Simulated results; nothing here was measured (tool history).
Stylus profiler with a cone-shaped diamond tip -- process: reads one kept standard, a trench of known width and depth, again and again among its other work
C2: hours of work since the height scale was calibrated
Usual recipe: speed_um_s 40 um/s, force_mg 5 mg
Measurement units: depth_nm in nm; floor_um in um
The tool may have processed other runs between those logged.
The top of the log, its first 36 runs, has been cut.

run 37 hour=679.4 | speed_um_s=156 force_mg=12.83 | scans_with_this_tip=5229 C2=126 | depth_nm=514.88 floor_um=46.53
run 38 hour=702.1 | speed_um_s=156 force_mg=12.83 | scans_with_this_tip=5304 C2=139 | depth_nm=514.85 floor_um=46.54
run 39 hour=724.9 | speed_um_s=31 force_mg=2.5 | scans_with_this_tip=5379 C2=152 | depth_nm=504.71 floor_um=46.79
run 40 hour=753.5 | speed_um_s=55 force_mg=4.14 | scans_with_this_tip=5473 C2=169 | depth_nm=506.45 floor_um=46.66
run 41 hour=780.4 | speed_um_s=40 force_mg=2.77 | scans_with_this_tip=5561 C2=184 | depth_nm=504.94 floor_um=46.72
run 42 hour=808.7 | speed_um_s=40 force_mg=3.57 | scans_with_this_tip=5654 C2=201 | depth_nm=506.03 floor_um=46.75
run 43 hour=836.4 | speed_um_s=90 force_mg=3.57 | scans_with_this_tip=5745 C2=217 | depth_nm=505.78 floor_um=46.51
run 44 hour=861.6 | speed_um_s=90 force_mg=3.57 | scans_with_this_tip=5828 C2=232 | depth_nm=505.92 floor_um=46.44
run 45 hour=887 | speed_um_s=90 force_mg=3.57 | scans_with_this_tip=5911 C2=247 | depth_nm=505.8 floor_um=46.43
run 46 hour=911 | speed_um_s=90 force_mg=3.57 | scans_with_this_tip=5990 C2=261 | depth_nm=505.96 floor_um=46.42
run 47 hour=927 | speed_um_s=74 force_mg=4.7 | scans_with_this_tip=6043 C2=270 | depth_nm=507.18 floor_um=46.54

3 options for the next run, each taken on its own from the tool as it stands now. Forecast them:
run A hour=945.3 | speed_um_s=22 force_mg=11.18 | scans_with_this_tip=6103 C2=281 | depth_nm=? floor_um=?
run B hour=945.3 | speed_um_s=83 force_mg=2.27 | scans_with_this_tip=6103 C2=281 | depth_nm=? floor_um=?
run C hour=945.3 | speed_um_s=14 force_mg=1.91 | scans_with_this_tip=6103 C2=281 | depth_nm=? floor_um=?

run=A depth_nm=513.02 floor_um=46.84
run=B depth_nm=503.9 floor_um=46.39
run=C depth_nm=503.43 floor_um=46.8
The same runs, with their run-to-run variation unchanged, on a tool lacking any hidden condition would have given:
run=A depth_nm=513.71 floor_um=47.3
run=B depth_nm=504.59 floor_um=46.85
run=C depth_nm=504.11 floor_um=47.27

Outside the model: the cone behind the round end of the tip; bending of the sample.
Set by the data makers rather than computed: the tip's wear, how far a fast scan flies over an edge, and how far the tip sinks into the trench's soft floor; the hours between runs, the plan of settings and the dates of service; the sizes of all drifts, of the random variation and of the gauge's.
